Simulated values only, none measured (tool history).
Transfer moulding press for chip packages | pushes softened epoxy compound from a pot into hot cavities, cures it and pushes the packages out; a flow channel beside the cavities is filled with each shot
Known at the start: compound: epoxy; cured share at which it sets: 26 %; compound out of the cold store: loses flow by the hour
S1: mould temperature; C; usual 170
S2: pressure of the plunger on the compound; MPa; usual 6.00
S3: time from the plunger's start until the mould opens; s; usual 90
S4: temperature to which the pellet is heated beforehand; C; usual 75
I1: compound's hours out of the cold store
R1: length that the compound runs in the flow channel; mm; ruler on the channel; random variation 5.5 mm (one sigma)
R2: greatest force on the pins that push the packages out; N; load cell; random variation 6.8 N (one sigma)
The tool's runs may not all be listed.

run     day   S1    S2   S3  S4    I1   R1   R2
  1   0.000  170  6.00   90  75  33.8  522  275
  2   1.592  170  6.00  101  75  47.5  497  248
      2.942  -- cavities cleaned with cleaning compound and waxed
  3   4.100  170  6.00   90  75  33.3  518  273
      5.917  -- cavities cleaned with cleaning compound and waxed
  4   6.704  170  6.00   90  75   9.0  580  281
  5   8.350  170  6.00   90  75   9.9  577  277
      8.858  -- cavities cleaned with cleaning compound and waxed
     11.017  -- plunger's sealing rings changed
  6  11.258  170  6.00   70  75  40.7  513  420
     11.883  -- cavities cleaned with cleaning compound and waxed
  7  13.958  170  6.00   90  83  14.2  569  271
     14.804  -- cavities cleaned with cleaning compound and waxed
  8  15.458  170  6.00   90  83  45.9  495  270
  9  17.158  170  6.00   90  75  17.7  559  280
     17.675  -- cavities cleaned with cleaning compound and waxed
 10  20.162  170  6.00   90  75  16.1  555  272
     20.712  -- cavities cleaned with cleaning compound and waxed
 11  21.933  170  6.00   90  75  24.6  553  269
     23.442  -- mould's thermocouples calibrated
     23.692  -- cavities cleaned with cleaning compound and waxed
 12  25.079  170  6.00   90  75  14.8  570  283
     26.662  -- cavities cleaned with cleaning compound and waxed
 13  27.779  170  6.00   90  75  12.8  559  290
 14  29.079  170  6.00   90  75  17.3  561  278
     29.579  -- cavities cleaned with cleaning compound and waxed
 15  31.112  178  6.00   84  75  27.0  526  245
     32.379  -- cavities cleaned with cleaning compound and waxed
 16  32.517  174  6.17   90  80  10.3  575  265
     33.246  -- plunger's sealing rings changed
 17  34.996  174  6.17  125  72  42.7  509  244
     35.538  -- cavities cleaned with cleaning compound and waxed
 18  37.621  174  6.17  125  72  19.8  560  244
     38.508  -- cavities cleaned with cleaning compound and waxed
 19  40.362  168  4.56  114  69  47.7  429  249
     41.417  -- cavities cleaned with cleaning compound and waxed
 20  42.617  168  4.56  114  69  35.8  457  244
     44.217  -- cavities cleaned with cleaning compound and waxed
 21  44.217  169  4.56  106  70  21.6  483  242
 22  45.638  169  4.56  106  70  30.6  458  255
     47.079  -- cavities cleaned with cleaning compound and waxed
 23  47.858  169  5.00   93  70  11.9  530  277
     49.942  -- cavities cleaned with cleaning compound and waxed
 24  50.208  170  4.96   93  66  22.6  505  266
     52.354  -- mould's thermocouples calibrated
 25  52.354  177  5.36  105  79  17.8  515  232
     52.817  -- cavities cleaned with cleaning compound and waxed
 26  54.279  177  6.00   90  75  31.5  521  240

4 ways to go on from here, each from the tool as it stands after run 26. What would each give?
     55.512  -- plunger's sealing rings changed
     55.958  -- cavities cleaned with cleaning compound and waxed
  A  56.429  170  6.00   91  75   8.2   ?   ?
     55.512  -- plunger's sealing rings changed
     55.958  -- cavities cleaned with cleaning compound and waxed
  B  56.429  177  4.86   92  70  38.7   ?   ?
     55.512  -- plunger's sealing rings changed
     55.958  -- cavities cleaned with cleaning compound and waxed
  C  56.429  177  6.00  122  75  10.8   ?   ?
     55.512  -- plunger's sealing rings changed
     55.958  -- cavities cleaned with cleaning compound and waxed
  D  56.429  170  6.00  126  82  28.7   ?   ?

run   R1   R2
  A  588  274
  B  448  232
  C  561  232
  D  537  240
Without the tool's hidden state the same runs would have given:
run   R1   R2
  A  589  272
  B  448  231
  C  561  230
  D  537  239

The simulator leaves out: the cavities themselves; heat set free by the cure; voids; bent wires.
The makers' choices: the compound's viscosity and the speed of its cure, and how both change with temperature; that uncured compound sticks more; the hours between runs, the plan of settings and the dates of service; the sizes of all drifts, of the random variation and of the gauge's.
